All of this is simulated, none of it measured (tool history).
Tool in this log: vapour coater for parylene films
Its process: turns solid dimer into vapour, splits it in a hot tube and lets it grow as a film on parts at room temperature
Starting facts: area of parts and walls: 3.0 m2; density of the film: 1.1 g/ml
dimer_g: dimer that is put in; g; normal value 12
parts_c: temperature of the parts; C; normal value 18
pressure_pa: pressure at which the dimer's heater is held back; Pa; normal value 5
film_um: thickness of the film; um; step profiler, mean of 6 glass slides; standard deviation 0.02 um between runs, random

run,hour,dimer_g,parts_c,pressure_pa,film_um
1,0,12,18,5,2.74
2,43.4,12,18,5,2.78
3,84.4,12,18,5,2.78
4,126.3,12,18,5,2.75
5,159.4,6,18,5,1.39
6,219.8,6,18,5,1.36
7,279,12,18,5,2.75
8,316,12,18,4.15,2.8
9,340.9,12,18,4.15,2.83
10,385.3,8,18,4.15,1.91
11,441.7,8,18,4.15,1.9
12,493.7,7,18,4.15,1.66
13,522.3,7,18,4.15,1.64
14,547.1,12,18,5,2.73
15,587.4,12,18,5,2.77
16,614.7,12,18,5,2.75
17,649.8,12,18,5,2.77
18,699.9,12,18,5,2.78
19,758.2,12,29,5,1.58
20,819.3,12,29,5,1.59
21,851.6,12,11,5,3.57
22,895.1,12,11,5,3.55
23,955.4,7,13,5,2.07
24,1002.8,14,11,6.11,4.17
25,1034.1,9,18,4.11,2.13
26,1080.6,9,18,7.77,1.97
27,1130.9,6,12,3.19,1.77
28,1178.4,5,17,2.57,1.3
29,1237.5,19,10,5,5.63
30,1295.4,11,18,8.9,2.37
31,1354.2,12,18,6.11,2.69
32,1387.9,20,24,2,3.79
33,1419.6,21,18,11.28,4.46
34,1453.8,12,28,5,1.71
35,1509.6,22,10,2.35,6.53
36,1537.1,22,10,2.35,6.49

Withheld: 2 entries from between the runs. Position of each, and hidden state at the listed run before versus the listed run after:
Between runs 9 and 10: trap's valve overhauled (hour 385.3)
  vapour lost through the trap's worn valve, %: 0.5 -> 0
Between runs 27 and 28: trap's valve overhauled (hour 1166.1)
  vapour lost through the trap's worn valve, %: 0.5 -> 0
